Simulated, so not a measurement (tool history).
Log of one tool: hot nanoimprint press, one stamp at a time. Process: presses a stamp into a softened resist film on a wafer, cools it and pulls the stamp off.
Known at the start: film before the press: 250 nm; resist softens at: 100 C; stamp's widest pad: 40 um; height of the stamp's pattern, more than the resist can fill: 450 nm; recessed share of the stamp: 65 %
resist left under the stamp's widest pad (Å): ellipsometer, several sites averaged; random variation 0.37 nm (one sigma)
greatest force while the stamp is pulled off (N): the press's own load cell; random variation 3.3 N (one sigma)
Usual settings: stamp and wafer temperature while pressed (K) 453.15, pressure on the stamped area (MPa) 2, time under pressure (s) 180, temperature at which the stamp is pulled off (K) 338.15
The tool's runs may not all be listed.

run,hour,stamp and wafer temperature while pressed (K),pressure on the stamped area (MPa),time under pressure (s),temperature at which the stamp is pulled off (K),resist left under the stamp's widest pad (Å),greatest force while the stamp is pulled off (N)
1,0,453.15,2,180,338.15,1067,220
2,18,453.15,1.54,180,338.15,1231,226
3,28,453.15,1.54,180,338.15,1234,219
4,48.2,453.15,1.54,180,338.15,1243,234
5,65.8,453.15,1.54,180,338.15,1243,226
6,74.7,460.15,1.54,180,338.15,969,237
7,90.3,460.15,1.54,180,338.15,973,240
# hour 95.2: plate thermocouple calibrated
8,108.4,453.15,2,180,338.15,1096,239
9,120.9,453.15,1.94,180,338.15,1118,248
# hour 138.9: plate thermocouple calibrated, once more
10,144,453.15,2,180,338.15,1033,240
11,160.2,453.15,2,180,338.15,1045,230
12,177.9,453.15,2,180,338.15,1037,237
13,196.1,453.15,2,180,338.15,1045,246
14,217,450.15,2,256,341.15,1043,233
15,232.9,456.15,1.78,332,338.15,820,257
16,252.4,456.15,1.78,332,338.15,817,261
17,269.1,453.15,1.39,180,329.15,1281,319
18,278.7,453.15,1.39,180,329.15,1285,317
19,296.8,453.15,1.39,180,329.15,1284,325
20,315.5,453.15,1.79,180,338.15,1121,268
21,326.3,453.15,1.4,107,338.15,1507,272
22,337.4,460.15,1.57,203,329.15,907,327
23,357.8,460.15,2.39,203,329.15,704,332
# hour 368.6: stamp cleaned and given a new release coat
24,383.5,462.15,2.61,176,345.15,658,170
25,400.6,462.15,2,167,338.15,792,211
26,410.4,455.15,2.15,277,344.15,819,179

Some steps in resist left under the stamp's widest pad (Å) between neighbouring runs. How much of each would the tool show without its hidden state too (settings, what came in, random variation), and how much is left for the hidden state, with any gauge scatter that isn't in both results?
The hidden state here: true temperature over the reading, C; pressure that arrives at the usual setting, %; grip of the stamp's worn release coat, % over a new coat's; drift of the gauge itself on residual_nm, %; drift of the gauge itself on pull_off_n, %.
Run 7 -> 8: stamp and wafer temperature while pressed (K) 460.15 -> 453.15, pressure on the stamped area (MPa) 1.54 -> 2, plate thermocouple calibrated. resist left under the stamp's widest pad (Å) +123: hidden state +30, all else +93.
Run 9 -> 10: pressure on the stamped area (MPa) 1.94 -> 2, plate thermocouple calibrated, once more. resist left under the stamp's widest pad (Å) -85: hidden state -67, all else -18.
Run 16 -> 17: stamp and wafer temperature while pressed (K) 456.15 -> 453.15, pressure on the stamped area (MPa) 1.78 -> 1.39, time under pressure (s) 332 -> 180, temperature at which the stamp is pulled off (K) 338.15 -> 329.15. resist left under the stamp's widest pad (Å) +464: hidden state +8, all else +456.
Run 21 -> 22: stamp and wafer temperature while pressed (K) 453.15 -> 460.15, pressure on the stamped area (MPa) 1.4 -> 1.57, time under pressure (s) 107 -> 203, temperature at which the stamp is pulled off (K) 338.15 -> 329.15. resist left under the stamp's widest pad (Å) -600: hidden state -8, all else -592.
